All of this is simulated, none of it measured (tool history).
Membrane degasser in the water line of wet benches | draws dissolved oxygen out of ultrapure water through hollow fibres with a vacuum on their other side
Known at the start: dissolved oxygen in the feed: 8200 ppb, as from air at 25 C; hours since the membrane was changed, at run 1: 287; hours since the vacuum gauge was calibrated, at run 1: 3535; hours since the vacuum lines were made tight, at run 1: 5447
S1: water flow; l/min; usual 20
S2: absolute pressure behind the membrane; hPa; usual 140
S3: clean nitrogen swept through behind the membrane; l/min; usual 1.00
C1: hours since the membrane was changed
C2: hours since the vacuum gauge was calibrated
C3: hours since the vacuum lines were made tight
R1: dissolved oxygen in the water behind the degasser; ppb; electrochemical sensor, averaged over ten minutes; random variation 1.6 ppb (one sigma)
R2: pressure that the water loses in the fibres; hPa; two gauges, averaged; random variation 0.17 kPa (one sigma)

run 1 hour=0.0 | S1=20 S2=140 S3=1.00 | C1=287 C2=3535 C3=5447 | R1=461.9 R2=253.6
run 2 hour=21.0 | S1=20 S2=285 S3=1.00 | C1=308 C2=3556 C3=5469 | R1=1007.4 R2=255.7
run 3 hour=45.4 | S1=20 S2=140 S3=1.00 | C1=333 C2=3581 C3=5493 | R1=464.1 R2=255.8
run 4 hour=77.5 | S1=20 S2=140 S3=1.00 | C1=365 C2=3613 C3=5525 | R1=462.9 R2=255.4
run 5 hour=124.1 | S1=20 S2=140 S3=1.00 | C1=411 C2=3659 C3=5572 | R1=462.1 R2=253.8
run 6 hour=164.7 | S1=20 S2=140 S3=1.00 | C1=452 C2=3700 C3=5612 | R1=461.9 R2=255.6
run 7 hour=186.4 | S1=20 S2=140 S3=1.00 | C1=474 C2=3722 C3=5634 | R1=462.0 R2=258.8
run 8 hour=215.4 | S1=20 S2=140 S3=1.00 | C1=503 C2=3751 C3=5663 | R1=460.9 R2=253.9
run 9 hour=245.3 | S1=20 S2=140 S3=1.00 | C1=533 C2=3781 C3=5693 | R1=460.0 R2=256.1
run 10 hour=287.1 | S1=20 S2=140 S3=1.00 | C1=574 C2=3823 C3=5735 | R1=460.6 R2=259.1
run 11 hour=310.7 | S1=20 S2=140 S3=1.00 | C1=598 C2=3846 C3=5758 | R1=461.1 R2=257.6
run 12 hour=345.7 | S1=20 S2=140 S3=1.00 | C1=633 C2=3881 C3=5793 | R1=464.0 R2=253.4
-- hour=350.1 seals of the vacuum lines changed
run 13 hour=394.4 | S1=20 S2=140 S3=1.00 | C1=680 C2=3928 C3=44 | R1=463.3 R2=255.6
run 14 hour=426.5 | S1=20 S2=140 S3=1.00 | C1=712 C2=3960 C3=76 | R1=462.3 R2=258.0
run 15 hour=464.2 | S1=20 S2=140 S3=1.00 | C1=749 C2=3998 C3=114 | R1=460.3 R2=256.3
run 16 hour=489.4 | S1=20 S2=140 S3=1.00 | C1=775 C2=4023 C3=139 | R1=462.2 R2=255.5
run 17 hour=526.7 | S1=20 S2=140 S3=1.44 | C1=812 C2=4060 C3=177 | R1=339.3 R2=255.5
run 18 hour=548.7 | S1=25 S2=340 S3=1.00 | C1=834 C2=4082 C3=199 | R1=1421.0 R2=314.3
run 19 hour=568.8 | S1=19 S2=140 S3=1.49 | C1=854 C2=4102 C3=219 | R1=311.1 R2=242.8
run 20 hour=594.0 | S1=17 S2=140 S3=1.00 | C1=879 C2=4127 C3=244 | R1=400.1 R2=214.4
run 21 hour=625.5 | S1=23 S2=90 S3=1.61 | C1=911 C2=4159 C3=275 | R1=193.0 R2=293.1
run 22 hour=662.3 | S1=13 S2=268 S3=0.47 | C1=948 C2=4196 C3=312 | R1=1218.3 R2=166.3
run 23 hour=699.0 | S1=16 S2=210 S3=1.00 | C1=984 C2=4232 C3=349 | R1=607.8 R2=203.8
run 24 hour=721.7 | S1=27 S2=152 S3=1.35 | C1=1007 C2=4255 C3=372 | R1=515.6 R2=348.9
run 25 hour=752.4 | S1=27 S2=152 S3=1.35 | C1=1038 C2=4286 C3=402 | R1=513.5 R2=344.7
run 26 hour=794.9 | S1=23 S2=127 S3=1.96 | C1=1080 C2=4328 C3=445 | R1=258.9 R2=290.8
run 27 hour=828.7 | S1=30 S2=325 S3=1.96 | C1=1114 C2=4362 C3=479 | R1=937.2 R2=382.7
run 28 hour=875.4 | S1=16 S2=122 S3=0.42 | C1=1161 C2=4409 C3=525 | R1=649.7 R2=205.2
run 29 hour=905.0 | S1=23 S2=210 S3=0.63 | C1=1190 C2=4438 C3=555 | R1=1173.0 R2=292.8
run 30 hour=951.4 | S1=23 S2=210 S3=0.63 | C1=1237 C2=4485 C3=601 | R1=1170.9 R2=294.4
run 31 hour=974.7 | S1=23 S2=210 S3=0.63 | C1=1260 C2=4508 C3=625 | R1=1171.9 R2=294.7

Forecast each of these 5 alternatives for the next run:
run A hour=1000.5 | S1=20 S2=140 S3=0.83 | C1=1286 C2=4534 C3=650 | R1=? R2=?
run B hour=1000.5 | S1=20 S2=245 S3=1.00 | C1=1286 C2=4534 C3=650 | R1=? R2=?
run C hour=1000.5 | S1=12 S2=210 S3=0.63 | C1=1286 C2=4534 C3=650 | R1=? R2=?
run D hour=1000.5 | S1=29 S2=313 S3=2.97 | C1=1286 C2=4534 C3=650 | R1=? R2=?
run E hour=1000.5 | S1=27 S2=111 S3=1.86 | C1=1286 C2=4534 C3=650 | R1=? R2=?

run=A R1=541.7 R2=255.0
run=B R1=864.2 R2=253.4
run=C R1=704.1 R2=155.0
run=D R1=614.3 R2=371.1
run=E R1=265.2 R2=347.9
Without the tool's hidden state the same runs would have given:
run=A R1=541.3 R2=255.0
run=B R1=863.9 R2=253.3
run=C R1=703.8 R2=154.9
run=D R1=614.1 R2=371.0
run=E R1=265.0 R2=347.8
